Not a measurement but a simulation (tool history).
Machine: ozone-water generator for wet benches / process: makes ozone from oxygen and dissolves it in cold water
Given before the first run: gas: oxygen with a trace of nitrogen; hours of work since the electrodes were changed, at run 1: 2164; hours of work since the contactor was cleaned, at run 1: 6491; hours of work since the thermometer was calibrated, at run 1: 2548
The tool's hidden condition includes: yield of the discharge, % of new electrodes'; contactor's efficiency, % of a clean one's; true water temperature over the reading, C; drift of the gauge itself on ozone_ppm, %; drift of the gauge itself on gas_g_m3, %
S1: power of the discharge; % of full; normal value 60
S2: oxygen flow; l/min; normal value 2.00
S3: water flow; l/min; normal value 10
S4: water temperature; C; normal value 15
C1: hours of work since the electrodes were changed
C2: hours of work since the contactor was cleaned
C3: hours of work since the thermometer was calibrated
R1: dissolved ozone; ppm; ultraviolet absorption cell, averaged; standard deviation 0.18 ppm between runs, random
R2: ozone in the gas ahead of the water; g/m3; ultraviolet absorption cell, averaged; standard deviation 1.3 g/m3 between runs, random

run 1 hour=0.0 | S1=60 S2=2.00 S3=10 S4=15 | C1=2164 C2=6491 C3=2548 | R1=22.6 R2=231.5
run 2 hour=92.7 | S1=60 S2=3.45 S3=10 S4=15 | C1=2251 C2=6578 C3=2634 | R1=24.4 R2=183.1
run 3 hour=166.4 | S1=60 S2=3.45 S3=10 S4=15 | C1=2319 C2=6646 C3=2703 | R1=24.7 R2=183.3
run 4 hour=240.3 | S1=60 S2=2.00 S3=10 S4=8 | C1=2388 C2=6715 C3=2772 | R1=24.1 R2=226.9
run 5 hour=302.6 | S1=60 S2=2.00 S3=10 S4=15 | C1=2446 C2=6773 C3=2830 | R1=22.3 R2=226.1
run 6 hour=391.8 | S1=60 S2=2.00 S3=10 S4=15 | C1=2529 C2=6856 C3=2913 | R1=21.9 R2=224.8
run 7 hour=474.1 | S1=60 S2=2.00 S3=10 S4=15 | C1=2606 C2=6933 C3=2989 | R1=22.0 R2=225.8
run 8 hour=513.7 | S1=60 S2=2.00 S3=10 S4=15 | C1=2642 C2=6969 C3=3026 | R1=22.0 R2=225.8
run 9 hour=577.3 | S1=60 S2=2.00 S3=10 S4=15 | C1=2702 C2=7028 C3=3085 | R1=21.8 R2=226.8
run 10 hour=659.9 | S1=60 S2=3.12 S3=10 S4=15 | C1=2778 C2=7105 C3=3162 | R1=24.1 R2=190.2
run 11 hour=746.1 | S1=58 S2=1.97 S3=9 S4=12 | C1=2859 C2=7186 C3=3242 | R1=24.7 R2=221.7
run 12 hour=829.1 | S1=89 S2=2.00 S3=13 S4=12 | C1=2936 C2=7263 C3=3320 | R1=22.3 R2=283.5
run 13 hour=921.2 | S1=44 S2=1.10 S3=13 S4=10 | C1=3021 C2=7348 C3=3405 | R1=11.8 R2=235.0
run 14 hour=1011.3 | S1=54 S2=1.08 S3=13 S4=10 | C1=3105 C2=7432 C3=3489 | R1=12.9 R2=266.2
run 15 hour=1059.5 | S1=76 S2=3.11 S3=13 S4=20 | C1=3150 C2=7477 C3=3534 | R1=20.3 R2=216.0
run 16 hour=1135.5 | S1=44 S2=2.06 S3=13 S4=20 | C1=3221 C2=7548 C3=3605 | R1=13.3 R2=187.0
run 17 hour=1226.4 | S1=50 S2=2.38 S3=7 S4=8 | C1=3305 C2=7632 C3=3689 | R1=30.4 R2=188.2

Predict each of these 5 candidate next runs independently; none follows another, all start after run 17:
run A hour=1278.6 | S1=50 S2=3.21 S3=7 S4=8 | C1=3354 C2=7681 C3=3738 | R1=? R2=?
run B hour=1278.6 | S1=60 S2=2.00 S3=13 S4=16 | C1=3354 C2=7681 C3=3738 | R1=? R2=?
run C hour=1278.6 | S1=60 S2=1.40 S3=7 S4=15 | C1=3354 C2=7681 C3=3738 | R1=? R2=?
run D hour=1278.6 | S1=96 S2=2.81 S3=8 S4=15 | C1=3354 C2=7681 C3=3738 | R1=? R2=?
run E hour=1278.6 | S1=50 S2=1.97 S3=7 S4=8 | C1=3354 C2=7681 C3=3738 | R1=? R2=?

run=A R1=31.1 R2=167.1
run=B R1=16.6 R2=221.6
run=C R1=27.2 R2=255.7
run=D R1=36.3 R2=254.7
run=E R1=29.0 R2=200.8
Stripped of hidden state, with their random variation kept, the same runs would have yielded:
run=A R1=34.2 R2=176.9
run=B R1=18.7 R2=236.6
run=C R1=30.1 R2=272.8
run=D R1=41.1 R2=277.1
run=E R1=31.8 R2=212.7

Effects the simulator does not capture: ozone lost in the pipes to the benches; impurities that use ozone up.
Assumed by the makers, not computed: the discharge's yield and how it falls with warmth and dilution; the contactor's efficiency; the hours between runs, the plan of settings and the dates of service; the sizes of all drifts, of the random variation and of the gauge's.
